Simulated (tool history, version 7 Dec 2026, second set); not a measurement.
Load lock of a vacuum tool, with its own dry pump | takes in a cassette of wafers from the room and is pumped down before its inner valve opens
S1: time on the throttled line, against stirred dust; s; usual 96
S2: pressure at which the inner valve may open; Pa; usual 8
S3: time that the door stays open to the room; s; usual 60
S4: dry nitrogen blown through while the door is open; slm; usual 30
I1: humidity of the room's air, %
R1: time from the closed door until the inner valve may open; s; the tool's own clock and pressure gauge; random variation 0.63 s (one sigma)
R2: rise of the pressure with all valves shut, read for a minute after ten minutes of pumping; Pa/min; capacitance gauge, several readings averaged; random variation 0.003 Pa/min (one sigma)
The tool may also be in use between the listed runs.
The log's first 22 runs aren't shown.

Run 23, hour 3153.5: usual settings but S1 75 s, S2 11 Pa, S4 27 slm; I1 47.1. Result: R1 179.6 s, R2 0.436 Pa/min.
Run 24, hour 3354.1: usual settings but S1 113 s, S2 9 Pa, S3 136 s, S4 22 slm; I1 42.7. Result: R1 210.8 s, R2 0.465 Pa/min.
At hour 3451.3: door's seal changed, seat wiped.
Run 25, hour 3459.9: usual settings but S1 113 s, S2 9 Pa, S3 136 s, S4 22 slm; I1 45.3. Result: R1 209.9 s, R2 0.04 Pa/min.
Run 26, hour 3557.7: usual settings but S1 53 s, S3 32 s, S4 17 slm; I1 44.9. Result: R1 170.5 s, R2 0.026 Pa/min.
Run 27, hour 3649.2: usual settings but S1 53 s, S3 32 s, S4 17 slm; I1 40.6. Result: R1 170.1 s, R2 0.023 Pa/min.
Run 28, hour 3792: usual settings but S1 179 s; I1 43.9. Result: R1 259.6 s, R2 0.03 Pa/min.
At hour 3875.1: dry pump taken out, an overhauled one fitted.
Run 29, hour 3961.6: usual settings but S1 179 s; I1 41.3. Result: R1 245.7 s, R2 0.03 Pa/min.
Run 30, hour 4083.4: usual settings but S1 76 s, S2 9 Pa, S3 92 s, S4 21 slm; I1 49.3. Result: R1 166.9 s, R2 0.037 Pa/min.
Run 31, hour 4186.8: usual settings but S1 76 s, S2 9 Pa, S3 92 s, S4 21 slm; I1 41.8. Result: R1 166.9 s, R2 0.042 Pa/min.
Run 32, hour 4280.6: usual settings but S1 50 s, S2 14 Pa, S3 48 s; I1 45. Result: R1 141.3 s, R2 0.03 Pa/min.
Run 33, hour 4454.6: usual settings but S1 50 s, S2 14 Pa, S3 48 s; I1 45.8. Result: R1 143.2 s, R2 0.036 Pa/min.
Run 34, hour 4613.2: usual settings but S1 50 s, S2 14 Pa, S3 48 s; I1 44.2. Result: R1 143.4 s, R2 0.035 Pa/min.
Run 35, hour 4802.5: usual settings but S1 50 s, S2 14 Pa, S3 48 s, S4 29 slm; I1 48.8. Result: R1 143 s, R2 0.041 Pa/min.
Run 36, hour 4929.4: usual settings but S1 124 s, S2 9 Pa, S3 154 s, S4 10 slm; I1 45.5. Result: R1 203.6 s, R2 0.073 Pa/min.

Forecast each of these 5 alternatives for the next run:
Run A, hour 5036.3: usual settings but S1 124 s, S2 11 Pa, S3 154 s, S4 33 slm; I1 43.3. Result: R1 ?, R2 ?.
Run B, hour 5036.3: usual settings but S1 124 s, S2 7 Pa, S3 154 s, S4 28 slm; I1 45.1. Result: R1 ?, R2 ?.
Run C, hour 5036.3: usual settings but S3 95 s, S4 5 slm; I1 43.4. Result: R1 ?, R2 ?.
Run D, hour 5036.3: usual settings but S1 52 s, S2 9 Pa, S3 78 s; I1 43.1. Result: R1 ?, R2 ?.
Run E, hour 5036.3: usual settings but S1 105 s, S2 12 Pa, S3 154 s, S4 8 slm; I1 48.4. Result: R1 ?, R2 ?.

run     R1     R2
  A  201.7  0.051
  B  206.6  0.058
  C  184.5  0.059
  D  149.8  0.044
  E  187.4  0.074
Without the tool's hidden state the same runs would have given:
run     R1     R2
  A  200.8  0.032
  B  205.7  0.039
  C  183.6   0.04
  D  148.7  0.026
  E  186.5  0.054
